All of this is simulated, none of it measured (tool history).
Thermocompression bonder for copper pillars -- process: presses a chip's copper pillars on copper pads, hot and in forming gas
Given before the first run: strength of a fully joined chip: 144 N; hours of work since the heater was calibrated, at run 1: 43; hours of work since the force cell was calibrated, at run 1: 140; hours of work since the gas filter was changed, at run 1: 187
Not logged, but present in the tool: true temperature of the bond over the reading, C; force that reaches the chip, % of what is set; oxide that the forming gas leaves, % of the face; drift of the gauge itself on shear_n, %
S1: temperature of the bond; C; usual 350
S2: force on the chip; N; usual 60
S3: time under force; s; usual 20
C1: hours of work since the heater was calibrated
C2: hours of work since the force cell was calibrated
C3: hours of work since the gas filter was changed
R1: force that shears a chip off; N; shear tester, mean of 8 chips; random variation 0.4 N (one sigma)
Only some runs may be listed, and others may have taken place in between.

run	day	S1	S2	S3	C1	C2	C3	R1
1	0	350	60	20	43	140	187	64.8
2	0.275	350	60	17	47	144	192	61.2
3	0.754	350	60	20	55	152	200	65.1
4	1.217	350	60	20	63	160	207	65
5	1.729	350	60	20	71	168	216	65.2
6	2.054	350	60	20	76	174	221	65.1
7	2.312	350	60	20	81	178	225	64.8
8	2.55	350	60	20	85	182	229	64.7
9	2.788	350	60	20	89	186	233	65.3
10	3.192	350	60	13	95	192	240	55
11	3.5	350	60	13	100	197	245	55.1
12	3.792	350	60	20	105	202	250	64.4
13	4.142	350	60	20	111	208	255	65

Run 14 has not been measured yet. What should we expect?
14	4.467	322	65	20	116	213	261	?

Run 14 yielded R1 51.5 N.
With the hidden condition absent and the run-to-run variation left alone, this run would have shown R1 52.7 N.
